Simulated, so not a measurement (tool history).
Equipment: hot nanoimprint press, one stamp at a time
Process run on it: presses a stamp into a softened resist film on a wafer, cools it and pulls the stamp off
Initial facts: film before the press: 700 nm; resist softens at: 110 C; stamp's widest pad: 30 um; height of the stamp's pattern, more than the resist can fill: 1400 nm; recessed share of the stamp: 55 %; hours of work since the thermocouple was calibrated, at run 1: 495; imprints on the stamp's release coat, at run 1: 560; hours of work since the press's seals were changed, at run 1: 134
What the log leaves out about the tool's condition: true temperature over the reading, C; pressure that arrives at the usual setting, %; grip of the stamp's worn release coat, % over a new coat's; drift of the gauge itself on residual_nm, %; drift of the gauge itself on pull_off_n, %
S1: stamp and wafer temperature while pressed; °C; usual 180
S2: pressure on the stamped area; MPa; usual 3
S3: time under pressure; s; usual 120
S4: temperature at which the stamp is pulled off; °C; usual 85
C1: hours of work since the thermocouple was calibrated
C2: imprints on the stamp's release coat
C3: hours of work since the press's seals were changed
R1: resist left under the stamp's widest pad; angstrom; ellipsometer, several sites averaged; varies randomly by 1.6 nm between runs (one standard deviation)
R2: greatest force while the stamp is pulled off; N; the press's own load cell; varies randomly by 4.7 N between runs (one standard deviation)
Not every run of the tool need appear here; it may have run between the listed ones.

run    hour   S1    S2   S3  S4   C1    C2   C3    R1   R2
  1       0  180     3  120  85  495   560  134  2519  234
  2    61.9  180     3  120  85  538   740  178  2518  223
  3   116.3  180     3  120  85  576   898  216  2510  232
      154.7  -- plate thermocouple calibrated
  4     192  180  4.07  120  85   26  1110  266  2196  227
  5   231.7  180  4.07  120  85   54  1225  294  2174  226
  6   281.6  180  4.07  120  85   88  1370  329  2189  235
  7   356.7  180     3  120  85  141  1588  381  2481  228
  8   411.3  180     3  204  85  179  1747  419  1959  230
  9   445.5  180     3  204  85  203  1846  443  1965  235
      466.4  -- stamp cleaned and given a new release coat
 10   496.4  180  2.75  120  85  234    88  474  2613  222
 11   537.7  180     3  157  85  263   208  503  2201  224
 12     607  180     3  120  80  311   409  551  2461  231
 13     673  180     3  120  85  357   601  597  2515  228
 14   750.8  180     3  120  90  411   827  651  2506  214
 15   819.8  180     3  120  90  459  1027  699  2522  225
 16   880.3  169     3   64  85  501  1203  742  5045  216
 17   945.3  170  2.11  108  71  547  1392  787  4673  247
 18   995.8  192  2.01  145  70  582  1539  822  1574  255
     1021.3  -- plate thermocouple calibrated
 19  1033.9  179  2.86  203  84    9  1641  847  2132  231
 20  1098.4  179  3.13  138  88   54  1828  892  2427  216
     1126.4  -- stamp cleaned and given a new release coat
 21  1154.4  183  3.13  138  88   89    81  926  1984  223
     1193.5  -- press's hydraulic seals changed and the load cell set to zero
 22    1204  181  2.34  148  83  118   202    7  2393  234
 23  1260.2  179     3  120  80  157   366   47  2652  233
 24  1316.7  180  3.85  156  78  196   530   86  1992  235
 25  1349.9  174  4.68   79  89  219   626  109  3301  219
 26  1401.2  180   4.6   78  85  255   775  145  2533  222
 27  1446.7  180   4.6   78  85  287   908  176  2507  231
 28  1514.4  169  2.07  226  73  334  1104  224  3869  244
 29  1579.1  169  2.07  226  73  379  1292  269  3889  251

3 options for the next run, each taken on its own from the tool as it stands now. Forecast them:
  A  1643.5  169  2.07   92  73  424  1480  314   ?   ?
  B  1643.5  169  2.07  153  73  424  1480  314   ?   ?
  C  1643.5  180  2.17  120  85  424  1480  314   ?   ?

run    R1   R2
  A  5079  254
  B  4404  252
  C  2871  229
Without the tool's unlogged condition, the same runs would have read:
run    R1   R2
  A  5070  252
  B  4393  251
  C  2864  228

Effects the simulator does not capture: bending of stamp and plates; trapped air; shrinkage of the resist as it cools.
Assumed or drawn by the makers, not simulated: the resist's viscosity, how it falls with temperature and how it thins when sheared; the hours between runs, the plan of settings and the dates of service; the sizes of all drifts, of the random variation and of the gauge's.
